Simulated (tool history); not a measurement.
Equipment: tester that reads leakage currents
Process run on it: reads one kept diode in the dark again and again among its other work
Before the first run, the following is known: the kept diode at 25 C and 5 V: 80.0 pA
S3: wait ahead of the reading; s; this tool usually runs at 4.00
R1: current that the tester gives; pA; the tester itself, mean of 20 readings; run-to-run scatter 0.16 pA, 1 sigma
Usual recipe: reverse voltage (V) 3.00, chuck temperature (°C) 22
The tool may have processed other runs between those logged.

{"run": 1, "day": 0.0, "reverse voltage (V)": 3.0, "chuck temperature (°C)": 22, "S3": 4.0, "R1": 49.53}
{"run": 2, "day": 4.488, "reverse voltage (V)": 3.0, "chuck temperature (°C)": 22, "S3": 4.0, "R1": 49.9}
{"run": 3, "day": 13.108, "reverse voltage (V)": 3.0, "chuck temperature (°C)": 22, "S3": 1.42, "R1": 49.98}
{"run": 4, "day": 18.233, "reverse voltage (V)": 3.0, "chuck temperature (°C)": 22, "S3": 1.42, "R1": 50.2}
{"day": 20.1, "done": "chuck's temperature calibrated"}
{"run": 5, "day": 23.258, "reverse voltage (V)": 3.0, "chuck temperature (°C)": 22, "S3": 1.78, "R1": 50.17}
{"run": 6, "day": 32.592, "reverse voltage (V)": 3.0, "chuck temperature (°C)": 22, "S3": 1.78, "R1": 49.81}
{"run": 7, "day": 41.896, "reverse voltage (V)": 3.0, "chuck temperature (°C)": 22, "S3": 1.78, "R1": 49.92}
{"run": 8, "day": 47.212, "reverse voltage (V)": 3.16, "chuck temperature (°C)": 22, "S3": 1.78, "R1": 51.47}
{"run": 9, "day": 52.142, "reverse voltage (V)": 3.16, "chuck temperature (°C)": 22, "S3": 1.78, "R1": 51.2}
{"run": 10, "day": 57.742, "reverse voltage (V)": 3.16, "chuck temperature (°C)": 22, "S3": 1.78, "R1": 51.27}
{"day": 60.658, "done": "tester calibrated"}
{"run": 11, "day": 62.538, "reverse voltage (V)": 3.0, "chuck temperature (°C)": 22, "S3": 1.08, "R1": 50.43}
{"run": 12, "day": 66.529, "reverse voltage (V)": 3.0, "chuck temperature (°C)": 22, "S3": 1.08, "R1": 50.44}
{"run": 13, "day": 73.333, "reverse voltage (V)": 3.0, "chuck temperature (°C)": 22, "S3": 1.08, "R1": 50.35}
{"run": 14, "day": 80.938, "reverse voltage (V)": 3.0, "chuck temperature (°C)": 22, "S3": 1.08, "R1": 50.49}
{"run": 15, "day": 85.354, "reverse voltage (V)": 3.0, "chuck temperature (°C)": 22, "S3": 2.91, "R1": 49.8}
{"run": 16, "day": 89.95, "reverse voltage (V)": 3.0, "chuck temperature (°C)": 22, "S3": 2.91, "R1": 49.67}
{"run": 17, "day": 98.275, "reverse voltage (V)": 3.0, "chuck temperature (°C)": 22, "S3": 2.91, "R1": 50.01}
{"run": 18, "day": 106.108, "reverse voltage (V)": 3.0, "chuck temperature (°C)": 22, "S3": 2.91, "R1": 49.92}
{"day": 109.671, "done": "probe card cleaned and baked"}
{"run": 19, "day": 111.35, "reverse voltage (V)": 3.0, "chuck temperature (°C)": 22, "S3": 2.91, "R1": 49.54}
{"run": 20, "day": 118.588, "reverse voltage (V)": 3.0, "chuck temperature (°C)": 22, "S3": 2.91, "R1": 49.57}
{"run": 21, "day": 123.038, "reverse voltage (V)": 3.0, "chuck temperature (°C)": 22, "S3": 2.91, "R1": 49.64}
{"run": 22, "day": 129.758, "reverse voltage (V)": 3.0, "chuck temperature (°C)": 22, "S3": 2.91, "R1": 49.78}
{"run": 23, "day": 135.392, "reverse voltage (V)": 3.0, "chuck temperature (°C)": 22, "S3": 2.91, "R1": 49.88}
{"run": 24, "day": 139.246, "reverse voltage (V)": 3.0, "chuck temperature (°C)": 22, "S3": 2.91, "R1": 49.89}
{"run": 25, "day": 148.246, "reverse voltage (V)": 3.93, "chuck temperature (°C)": 59, "S3": 7.0, "R1": 691.88}
{"run": 26, "day": 152.829, "reverse voltage (V)": 3.93, "chuck temperature (°C)": 59, "S3": 7.0, "R1": 694.22}
{"run": 27, "day": 159.167, "reverse voltage (V)": 1.1, "chuck temperature (°C)": 53, "S3": 4.0, "R1": 254.05}
{"run": 28, "day": 165.567, "reverse voltage (V)": 1.39, "chuck temperature (°C)": 29, "S3": 1.36, "R1": 57.15}
{"run": 29, "day": 172.754, "reverse voltage (V)": 1.41, "chuck temperature (°C)": 29, "S3": 3.27, "R1": 57.09}
{"run": 30, "day": 179.217, "reverse voltage (V)": 1.41, "chuck temperature (°C)": 29, "S3": 3.27, "R1": 57.31}
{"run": 31, "day": 184.858, "reverse voltage (V)": 5.85, "chuck temperature (°C)": 28, "S3": 0.35, "R1": 112.91}
{"day": 193.279, "done": "chuck's temperature calibrated"}
{"run": 32, "day": 193.279, "reverse voltage (V)": 5.85, "chuck temperature (°C)": 28, "S3": 0.35, "R1": 113.34}
{"run": 33, "day": 199.225, "reverse voltage (V)": 3.0, "chuck temperature (°C)": 26, "S3": 1.16, "R1": 67.5}
{"run": 34, "day": 203.304, "reverse voltage (V)": 3.0, "chuck temperature (°C)": 26, "S3": 1.16, "R1": 67.76}
{"run": 35, "day": 211.758, "reverse voltage (V)": 3.0, "chuck temperature (°C)": 26, "S3": 1.16, "R1": 67.5}
{"run": 36, "day": 219.246, "reverse voltage (V)": 3.99, "chuck temperature (°C)": 36, "S3": 0.37, "R1": 161.21}
{"run": 37, "day": 226.704, "reverse voltage (V)": 3.99, "chuck temperature (°C)": 36, "S3": 0.37, "R1": 161.13}
{"run": 38, "day": 233.533, "reverse voltage (V)": 1.57, "chuck temperature (°C)": 58, "S3": 1.37, "R1": 413.31}

Forecast each of these 3 alternatives for the next run:
{"run": "A", "day": 241.3, "reverse voltage (V)": 1.57, "chuck temperature (°C)": 58, "S3": 8.82, "R1": "?"}
{"run": "B", "day": 241.3, "reverse voltage (V)": 13.5, "chuck temperature (°C)": 24, "S3": 1.46, "R1": "?"}
{"run": "C", "day": 241.3, "reverse voltage (V)": 1.57, "chuck temperature (°C)": 39, "S3": 2.18, "R1": "?"}

run=A R1=415.18
run=B R1=125.46
run=C R1=122.36
Without the tool's unlogged condition, the same runs would have read:
run=A R1=415.06
run=B R1=125.36
run=C R1=122.32
